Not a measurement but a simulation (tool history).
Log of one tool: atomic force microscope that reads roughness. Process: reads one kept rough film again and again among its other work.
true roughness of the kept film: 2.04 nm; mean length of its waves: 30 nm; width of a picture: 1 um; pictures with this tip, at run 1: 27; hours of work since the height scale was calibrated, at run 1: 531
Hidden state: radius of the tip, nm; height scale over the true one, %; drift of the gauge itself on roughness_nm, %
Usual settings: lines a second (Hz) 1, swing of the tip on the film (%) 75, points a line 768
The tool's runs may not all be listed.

run	hour	lines a second (Hz)	swing of the tip on the film (%)	points a line	pictures with this tip	hours of work since the height scale was calibrated	roughness of the kept film (nm (root mean square))
1	0	1	75	768	27	531	1.825
2	15.8	1	75	768	62	543	1.824
3	33.6	1	55	768	101	556	1.893
4	46.5	1	75	759	129	565	1.818
5	57.4	1	72	759	153	573	1.834
6	74.8	0.7	75	768	192	586	1.843
7	88.5	0.7	75	768	222	596	1.847
8	102.3	0.7	75	768	252	606	1.851
# hour 103.8: new tip fitted
9	112.5	0.7	75	768	19	613	1.842
10	131.9	1	66	768	62	627	1.855
11	147.8	1	66	768	97	638	1.862
12	167	1	75	768	139	652	1.824
13	181.6	1	82	365	171	663	1.755
14	195.5	1	62	296	202	673	1.848
15	212.5	1	61	297	239	686	1.842
# hour 221.1: new tip fitted
16	229.4	1	75	628	18	697	1.822
17	248.2	1	75	628	59	711	1.813
18	260.6	1	75	628	87	720	1.812
19	275.2	0.74	84	687	118	731	1.803
20	285.7	0.74	84	687	142	738	1.812
21	295.3	1.29	78	260	163	745	1.755
22	313.5	1.08	88	714	203	759	1.715
23	328.2	1.21	56	768	235	769	1.898

Hidden state at the last listed run before each entry between runs and at the first one after, where it differs:
Between runs 8 and 9: new tip fitted (hour 103.8)
  radius of the tip, nm: 7.2 -> 7
Between runs 15 and 16: new tip fitted (hour 221.1)
  radius of the tip, nm: 7.2 -> 7
